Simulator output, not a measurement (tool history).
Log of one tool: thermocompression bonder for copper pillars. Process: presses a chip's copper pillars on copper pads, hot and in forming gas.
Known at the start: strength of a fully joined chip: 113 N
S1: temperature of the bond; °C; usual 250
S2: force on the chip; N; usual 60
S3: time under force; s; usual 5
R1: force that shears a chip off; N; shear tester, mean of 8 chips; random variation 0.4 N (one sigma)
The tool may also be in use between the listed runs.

run 1 hour=0 | S1=250 S2=60 S3=5 | R1=74
run 2 hour=9.2 | S1=250 S2=60 S3=5 | R1=74.6
run 3 hour=19.8 | S1=250 S2=60 S3=5 | R1=73.9
run 4 hour=27.8 | S1=250 S2=60 S3=5 | R1=74
run 5 hour=35.6 | S1=250 S2=60 S3=5 | R1=74
run 6 hour=44.6 | S1=250 S2=60 S3=5 | R1=74.5
run 7 hour=56.7 | S1=250 S2=60 S3=5 | R1=72.6
run 8 hour=66.4 | S1=250 S2=60 S3=5 | R1=73.6
run 9 hour=72.1 | S1=250 S2=60 S3=3 | R1=63.8
run 10 hour=77.7 | S1=250 S2=60 S3=3 | R1=63.5

Run 11 comes next. What will it give?
run 11 hour=85 | S1=279 S2=61 S3=8 | R1=?

{"run 11": {"R1": 99.2}}
Without the tool's hidden state the same run would have given R1 98.8 N.
